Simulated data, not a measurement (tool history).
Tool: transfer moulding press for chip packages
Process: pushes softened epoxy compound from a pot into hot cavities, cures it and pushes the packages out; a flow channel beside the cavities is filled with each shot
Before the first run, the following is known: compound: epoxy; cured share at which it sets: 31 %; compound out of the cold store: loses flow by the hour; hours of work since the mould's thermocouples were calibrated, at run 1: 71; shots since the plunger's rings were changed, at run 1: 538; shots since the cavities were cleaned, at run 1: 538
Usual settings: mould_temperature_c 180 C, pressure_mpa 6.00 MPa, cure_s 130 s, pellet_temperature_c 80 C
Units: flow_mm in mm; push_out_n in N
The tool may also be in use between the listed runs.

run	day	mould_temperature_c	pressure_mpa	cure_s	pellet_temperature_c	hours of work since the mould's thermocouples were calibrated	shots since the plunger's rings were changed	shots since the cavities were cleaned	incoming compound's hours out of the cold store	flow_mm	push_out_n
1	0.000	180	6.00	130	80	71	538	538	43.9	830	690
2	0.550	180	6.00	130	80	80	673	673	11.3	927	751
3	1.125	180	6.00	130	80	90	814	814	42.5	834	730
# day 2.242: cavities cleaned with cleaning compound and waxed
4	2.292	180	6.00	130	80	108	1086	13	20.0	892	416
5	3.029	180	6.00	130	80	120	1267	194	35.6	847	519
6	3.858	182	6.00	130	80	134	1471	398	9.4	918	575
7	4.842	182	6.00	130	80	150	1712	639	42.1	814	636
# day 4.983: mould's thermocouples calibrated
8	5.450	182	6.00	130	80	8	1841	768	43.4	805	691
9	6.462	182	6.00	130	80	24	2090	1017	21.2	858	710
# day 6.758: cavities cleaned with cleaning compound and waxed
10	7.529	182	6.24	130	80	41	2337	189	9.8	920	518
11	8.558	182	6.24	130	80	58	2589	441	44.8	806	609
12	9.029	176	7.19	169	80	66	2705	557	17.1	979	608
13	9.525	178	4.52	111	89	74	2827	679	28.9	738	1031
14	10.392	178	4.52	111	89	89	3040	892	29.4	734	1064
# day 10.883: mould's thermocouples calibrated, once more
# day 11.312: cavities cleaned with cleaning compound and waxed
15	11.542	178	4.52	111	89	10	3287	57	16.1	764	618
16	12.479	178	4.52	111	89	25	3517	287	19.8	751	782
17	13.454	178	6.00	130	75	42	3757	527	17.8	862	728
18	14.529	178	6.00	130	75	59	4021	791	46.1	780	756
19	15.629	180	6.00	110	80	78	4291	1061	38.6	791	888
# day 15.775: cavities cleaned with cleaning compound and waxed
20	16.771	180	6.00	110	80	96	4557	246	39.2	778	671
21	17.462	173	6.00	110	80	107	4726	415	43.4	788	1154

Each run again, without the hidden state but with its own random variation kept:
Hidden state present: true mould temperature over the reading, C; pressure that reaches the compound, % of what is set; grip of the stained cavities, % over clean ones'; drift of the gauge itself on flow_mm, %; drift of the gauge itself on push_out_n, %.
run	flow_mm	push_out_n
1	839	398
2	940	416
3	847	388
4	910	398
5	867	388
6	943	370
7	840	366
8	831	378
9	890	367
10	958	380
11	844	375
12	1026	354
13	775	560
14	775	544
15	811	551
16	800	535
17	921	431
18	838	410
19	854	453
20	844	480
21	858	726
